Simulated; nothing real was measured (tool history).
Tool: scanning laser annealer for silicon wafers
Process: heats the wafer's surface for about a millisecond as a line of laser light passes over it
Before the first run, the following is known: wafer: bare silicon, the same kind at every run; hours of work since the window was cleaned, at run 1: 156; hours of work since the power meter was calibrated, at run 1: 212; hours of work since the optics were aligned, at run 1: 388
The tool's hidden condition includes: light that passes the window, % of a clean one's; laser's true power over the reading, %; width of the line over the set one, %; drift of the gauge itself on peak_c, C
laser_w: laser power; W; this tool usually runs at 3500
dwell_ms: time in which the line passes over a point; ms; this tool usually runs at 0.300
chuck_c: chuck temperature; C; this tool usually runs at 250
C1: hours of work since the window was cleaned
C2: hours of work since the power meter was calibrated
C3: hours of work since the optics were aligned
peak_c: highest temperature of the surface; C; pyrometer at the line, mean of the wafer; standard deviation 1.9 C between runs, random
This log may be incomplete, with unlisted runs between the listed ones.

Run 1, day 0.000: usual settings; C1 156; C2 212; C3 388. Result: peak_c 1067 C.
Run 2, day 2.342: usual settings; C1 201; C2 257; C3 433. Result: peak_c 1059 C.
Run 3, day 4.162: usual settings; C1 236; C2 292; C3 468. Result: peak_c 1051 C.
Run 4, day 5.308: usual settings; C1 258; C2 314; C3 490. Result: peak_c 1051 C.
Run 5, day 6.300: usual settings; C1 277; C2 333; C3 509. Result: peak_c 1046 C.
Run 6, day 8.304: usual settings but laser_w 3272 W; C1 316; C2 372; C3 548. Result: peak_c 988 C.
Run 7, day 10.250: usual settings; C1 353; C2 409; C3 585. Result: peak_c 1042 C.
At day 11.292: window over the wafer cleaned.
Run 8, day 12.204: usual settings but chuck_c 284 C; C1 18; C2 445; C3 621. Result: peak_c 1105 C.
Run 9, day 14.100: usual settings but laser_w 3513 W, dwell_ms 0.213 ms, chuck_c 256 C; C1 54; C2 481; C3 657. Result: peak_c 945 C.
Run 10, day 15.175: usual settings but laser_w 3513 W, dwell_ms 0.213 ms, chuck_c 256 C; C1 75; C2 502; C3 678. Result: peak_c 943 C.
Run 11, day 16.696: usual settings but laser_w 3752 W, dwell_ms 0.318 ms, chuck_c 284 C; C1 104; C2 531; C3 707. Result: peak_c 1189 C.
Run 12, day 18.821: usual settings but laser_w 3752 W, dwell_ms 0.318 ms, chuck_c 284 C; C1 145; C2 572; C3 748. Result: peak_c 1182 C.
Run 13, day 20.442: usual settings but laser_w 3317 W, dwell_ms 0.293 ms, chuck_c 285 C; C1 176; C2 603; C3 779. Result: peak_c 1038 C.
Run 14, day 22.050: usual settings but laser_w 3317 W, dwell_ms 0.293 ms, chuck_c 281 C; C1 207; C2 634; C3 810. Result: peak_c 1028 C.

Forecast each of these 4 alternatives for the next run:
Run A, day 23.788: usual settings but laser_w 3742 W; C1 240; C2 667; C3 843. Result: peak_c ?.
Run B, day 23.788: usual settings but laser_w 3317 W, dwell_ms 0.351 ms, chuck_c 281 C; C1 240; C2 667; C3 843. Result: peak_c ?.
Run C, day 23.788: usual settings but laser_w 2987 W, chuck_c 240 C; C1 240; C2 667; C3 843. Result: peak_c ?.
Run D, day 23.788: usual settings but laser_w 3394 W, dwell_ms 0.297 ms, chuck_c 270 C; C1 240; C2 667; C3 843. Result: peak_c ?.

run  peak_c
  A    1106
  B    1099
  C     917
  D    1038
What these runs would have given with no unlogged condition in the tool:
run  peak_c
  A    1148
  B    1139
  C     950
  D    1076

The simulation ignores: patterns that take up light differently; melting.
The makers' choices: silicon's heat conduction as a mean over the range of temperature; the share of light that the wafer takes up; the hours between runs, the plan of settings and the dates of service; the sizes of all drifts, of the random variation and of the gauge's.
